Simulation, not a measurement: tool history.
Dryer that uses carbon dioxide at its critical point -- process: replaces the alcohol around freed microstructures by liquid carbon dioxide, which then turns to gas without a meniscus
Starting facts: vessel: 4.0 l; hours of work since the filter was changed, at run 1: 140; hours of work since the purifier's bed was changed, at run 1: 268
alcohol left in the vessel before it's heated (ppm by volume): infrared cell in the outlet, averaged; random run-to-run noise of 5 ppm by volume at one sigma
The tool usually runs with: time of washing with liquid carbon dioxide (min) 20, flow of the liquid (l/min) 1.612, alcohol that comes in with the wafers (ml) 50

run   hour  time of washing with liquid carbon dioxide (min)  flow of the liquid (l/min)  alcohol that comes in with the wafers (ml)  hours of work since the filter was changed  hours of work since the purifier's bed was changed  alcohol left in the vessel before it's heated (ppm by volume)
  1    0.0                                                20                       1.612                                          50                                         140                                                 268                                                             75
  2   12.2                                                20                       1.612                                          50                                         144                                                 272                                                             79
  3   34.7                                                20                       1.612                                          50                                         152                                                 280                                                             85
  4   44.4                                                20                       1.010                                          50                                         155                                                 283                                                            427
  5   62.9                                                20                       1.010                                          50                                         162                                                 290                                                            426
  6   80.7                                                20                       1.010                                          50                                         168                                                 296                                                            444
  7  102.6                                                31                       1.612                                          50                                         176                                                 304                                                             38
  8  119.5                                                31                       1.612                                          50                                         182                                                 309                                                             35
  9  140.0                                                20                       1.612                                          38                                         189                                                 317                                                             64
 10  150.0                                                20                       1.612                                          38                                         192                                                 320                                                             73
 11  167.4                                                20                       1.612                                          38                                         198                                                 326                                                             73
 12  190.7                                                20                       1.612                                          38                                         206                                                 334                                                             77
 13  210.1                                                20                       1.612                                          38                                         213                                                 341                                                             75
 14  227.6                                                20                       1.612                                          38                                         219                                                 347                                                             80
 15  249.3                                                20                       1.612                                          38                                         227                                                 355                                                             75
 16  268.9                                                28                       1.612                                          41                                         234                                                 361                                                             58
 17  292.1                                                12                       1.190                                          37                                         242                                                 370                                                            917
 18  312.9                                                15                       1.840                                          63                                         249                                                 377                                                            181
 19  324.0                                                25                       1.612                                          81                                         253                                                 381                                                             61
 20  340.1                                                31                       1.570                                          27                                         258                                                 386                                                             43
 21  356.2                                                31                       1.570                                          27                                         264                                                 392                                                             39
 22  377.3                                                31                       1.570                                          27                                         271                                                 399                                                             43
 23  387.9                                                31                       1.570                                          27                                         275                                                 403                                                             53
 24  397.7                                                31                       1.570                                          27                                         278                                                 406                                                             49
 25  421.5                                                31                       1.570                                          27                                         287                                                 415                                                             44
 26  445.5                                                31                       1.320                                          27                                         295                                                 423                                                             60
 27  462.0                                                16                       1.330                                          51                                         301                                                 429                                                            444
 28  481.9                                                29                       1.600                                          24                                         308                                                 436                                                             58

Alternative continuations, all from the tool just after run 28; predict every row:
  A  493.4                                                20                       1.612                                          72                                         312                                                 440                                                              ?
  B  493.4                                                29                       1.600                                          21                                         312                                                 440                                                              ?
  C  493.4                                                32                       2.530                                          64                                         312                                                 440                                                              ?
  D  493.4                                                25                       2.020                                          50                                         312                                                 440                                                              ?
  E  493.4                                                20                       1.612                                         102                                         312                                                 440                                                              ?

run  alcohol left in the vessel before it's heated (ppm by volume)
  A                                                            128
  B                                                             55
  C                                                             46
  D                                                             53
  E                                                            172
Without the tool's hidden state the same runs would have given:
run  alcohol left in the vessel before it's heated (ppm by volume)
  A                                                             45
  B                                                             10
  C                                                              3
  D                                                              8
  E                                                             73
